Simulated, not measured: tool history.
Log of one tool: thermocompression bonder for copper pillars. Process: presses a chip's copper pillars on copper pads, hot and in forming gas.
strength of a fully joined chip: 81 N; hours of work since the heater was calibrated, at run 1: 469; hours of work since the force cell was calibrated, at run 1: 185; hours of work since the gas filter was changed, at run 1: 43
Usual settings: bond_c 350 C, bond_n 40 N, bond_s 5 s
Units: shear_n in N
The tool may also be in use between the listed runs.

| run | hour | bond_c | bond_n | bond_s | hours of work since the heater was calibrated | hours of work since the force cell was calibrated | hours of work since the gas filter was changed | shear_n |
|---|---|---|---|---|---|---|---|---|
| 1 | 0.0 | 350 | 40 | 5 | 469 | 185 | 43 | 38.9 |
| 2 | 10.8 | 350 | 40 | 3 | 477 | 193 | 51 | 31.5 |
| 3 | 33.1 | 350 | 40 | 3 | 493 | 209 | 67 | 31.6 |
| 4 | 50.3 | 350 | 40 | 3 | 506 | 222 | 80 | 31.5 |
| 5 | 69.8 | 350 | 40 | 3 | 520 | 236 | 94 | 32.0 |
| 6 | 82.6 | 350 | 40 | 3 | 529 | 245 | 104 | 31.0 |
| 7 | 94.4 | 350 | 40 | 3 | 538 | 254 | 112 | 31.4 |
| 8 | 116.5 | 350 | 40 | 3 | 554 | 270 | 128 | 31.4 |
| 9 | 137.5 | 350 | 40 | 3 | 569 | 286 | 144 | 31.7 |
| 10 | 153.3 | 350 | 40 | 3 | 581 | 297 | 155 | 31.4 |
| 11 | 165.7 | 350 | 40 | 3 | 590 | 306 | 164 | 31.5 |
| 12 | 189.2 | 350 | 40 | 5 | 607 | 323 | 182 | 38.1 |
| 13 | 211.6 | 350 | 40 | 5 | 624 | 340 | 198 | 38.0 |
|  | 215.2 | heater calibrated with a thermocouple chip |
| 14 | 237.3 | 350 | 40 | 5 | 16 | 357 | 215 | 39.1 |
| 15 | 252.9 | 350 | 40 | 5 | 28 | 369 | 227 | 38.4 |
| 16 | 266.9 | 350 | 40 | 5 | 38 | 379 | 237 | 38.8 |
| 17 | 288.3 | 350 | 31 | 8 | 54 | 395 | 253 | 37.1 |
| 18 | 310.7 | 350 | 28 | 8 | 70 | 411 | 269 | 33.9 |
|  | 319.6 | heater calibrated with a thermocouple chip, once more |
| 19 | 334.7 | 350 | 28 | 8 | 11 | 427 | 285 | 31.8 |
| 20 | 350.8 | 364 | 40 | 5 | 23 | 439 | 297 | 39.4 |
| 21 | 375.0 | 350 | 39 | 13 | 41 | 457 | 315 | 49.0 |
|  | 377.5 | forming gas filter changed |
| 22 | 400.0 | 368 | 40 | 5 | 59 | 475 | 17 | 41.2 |
| 23 | 416.5 | 361 | 26 | 5 | 71 | 487 | 29 | 27.8 |
| 24 | 433.4 | 373 | 45 | 5 | 83 | 499 | 41 | 46.3 |
| 25 | 444.7 | 373 | 45 | 5 | 91 | 507 | 49 | 46.5 |
| 26 | 455.9 | 369 | 40 | 5 | 99 | 515 | 57 | 41.7 |
| 27 | 470.1 | 377 | 51 | 15 | 110 | 526 | 68 | 66.4 |
| 28 | 486.3 | 377 | 51 | 3 | 122 | 538 | 80 | 44.5 |
| 29 | 504.8 | 336 | 40 | 4 | 135 | 551 | 93 | 30.9 |
| 30 | 521.2 | 350 | 30 | 10 | 147 | 563 | 105 | 37.6 |

Measured less the same run without the tool's hidden state. The same run-to-run variation is in both; the gauge's scatter may not be:
The hidden state here: true temperature of the bond over the reading, C; force that reaches the chip, % of what is set; oxide that the forming gas leaves, % of the face; drift of the gauge itself on shear_n, %.
| run | shear_n |
|---|---|
| 1 | +0.8 |
| 2 | +0.7 |
| 3 | +0.7 |
| 4 | +0.6 |
| 5 | +0.6 |
| 6 | +0.6 |
| 7 | +0.5 |
| 8 | +0.6 |
| 9 | +0.6 |
| 10 | +0.5 |
| 11 | +0.5 |
| 12 | +0.5 |
| 13 | +0.5 |
| 14 | +0.8 |
| 15 | +0.7 |
| 16 | +0.8 |
| 17 | +0.7 |
| 18 | +0.7 |
| 19 | -1.4 |
| 20 | -1.7 |
| 21 | -2.1 |
| 22 | -0.6 |
| 23 | -0.6 |
| 24 | -0.8 |
| 25 | -0.7 |
| 26 | -0.8 |
| 27 | -0.9 |
| 28 | -0.8 |
| 29 | -0.6 |
| 30 | -0.7 |
